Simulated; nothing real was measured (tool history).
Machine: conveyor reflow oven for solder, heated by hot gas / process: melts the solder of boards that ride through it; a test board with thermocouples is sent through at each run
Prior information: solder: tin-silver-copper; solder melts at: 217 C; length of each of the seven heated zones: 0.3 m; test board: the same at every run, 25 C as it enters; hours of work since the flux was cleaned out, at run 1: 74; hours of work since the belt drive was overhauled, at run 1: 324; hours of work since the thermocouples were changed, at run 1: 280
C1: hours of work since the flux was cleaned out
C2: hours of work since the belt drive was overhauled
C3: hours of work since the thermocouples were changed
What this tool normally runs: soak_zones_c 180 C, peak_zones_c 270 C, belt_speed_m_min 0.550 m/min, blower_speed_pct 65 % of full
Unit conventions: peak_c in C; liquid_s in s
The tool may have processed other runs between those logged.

Run 1, hour 0.0: usual settings; C1 74; C2 324; C3 280. Result: peak_c 255.2 C, liquid_s 53.1 s.
Run 2, hour 10.9: usual settings but belt_speed_m_min 0.491 m/min; C1 83; C2 332; C3 289. Result: peak_c 258.0 C, liquid_s 62.1 s.
Run 3, hour 23.5: usual settings but belt_speed_m_min 0.491 m/min; C1 92; C2 342; C3 298. Result: peak_c 258.1 C, liquid_s 62.3 s.
Run 4, hour 35.1: usual settings but belt_speed_m_min 0.491 m/min, blower_speed_pct 53 % of full; C1 101; C2 351; C3 307. Result: peak_c 254.7 C, liquid_s 59.3 s.
Run 5, hour 46.7: usual settings; C1 110; C2 360; C3 316. Result: peak_c 255.0 C, liquid_s 53.0 s.
Run 6, hour 64.0: usual settings; C1 123; C2 373; C3 329. Result: peak_c 255.0 C, liquid_s 52.9 s.
Run 7, hour 79.4: usual settings; C1 135; C2 385; C3 341. Result: peak_c 254.6 C, liquid_s 53.1 s.
Run 8, hour 86.7: usual settings; C1 141; C2 390; C3 347. Result: peak_c 254.9 C, liquid_s 53.2 s.
Run 9, hour 95.1: usual settings but peak_zones_c 275 C; C1 147; C2 397; C3 353. Result: peak_c 259.2 C, liquid_s 55.3 s.
At hour 101.3: flux residue cleaned out of gas plates and filters.
Run 10, hour 111.5: usual settings; C1 8; C2 406; C3 362. Result: peak_c 254.7 C, liquid_s 53.0 s.
Run 11, hour 119.9: usual settings; C1 14; C2 412; C3 369. Result: peak_c 254.7 C, liquid_s 52.7 s.
Run 12, hour 129.3: usual settings; C1 22; C2 419; C3 376. Result: peak_c 254.6 C, liquid_s 52.8 s.
Run 13, hour 138.4: usual settings; C1 29; C2 426; C3 383. Result: peak_c 254.6 C, liquid_s 52.8 s.
Run 14, hour 151.6: usual settings but blower_speed_pct 54 % of full; C1 39; C2 436; C3 393. Result: peak_c 251.1 C, liquid_s 50.1 s.
Run 15, hour 159.3: usual settings but blower_speed_pct 54 % of full; C1 45; C2 442; C3 399. Result: peak_c 250.9 C, liquid_s 50.0 s.
Run 16, hour 175.6: usual settings but belt_speed_m_min 0.551 m/min, blower_speed_pct 57 % of full; C1 57; C2 455; C3 411. Result: peak_c 252.0 C, liquid_s 50.7 s.
Run 17, hour 193.1: usual settings; C1 71; C2 468; C3 425. Result: peak_c 254.0 C, liquid_s 52.6 s.
At hour 206.8: flux residue cleaned out of gas plates and filters, once more.
Run 18, hour 206.8: usual settings but soak_zones_c 177 C, peak_zones_c 277 C, blower_speed_pct 75 % of full; C1 0; C2 475; C3 432. Result: peak_c 263.2 C, liquid_s 56.7 s.

Run 19, settings as shown, results not yet in. Your forecast:
Run 19, hour 217.2: usual settings but soak_zones_c 177 C, peak_zones_c 263 C, belt_speed_m_min 0.566 m/min, blower_speed_pct 75 % of full; C1 8; C2 483; C3 440. Result: peak_c ?, liquid_s ?.

peak_c: 249.8 C
liquid_s: 48.6 s
If the tool had no hidden condition, the same run with the same run-to-run variation would have returned peak_c 251.0 C, liquid_s 48.7 s.

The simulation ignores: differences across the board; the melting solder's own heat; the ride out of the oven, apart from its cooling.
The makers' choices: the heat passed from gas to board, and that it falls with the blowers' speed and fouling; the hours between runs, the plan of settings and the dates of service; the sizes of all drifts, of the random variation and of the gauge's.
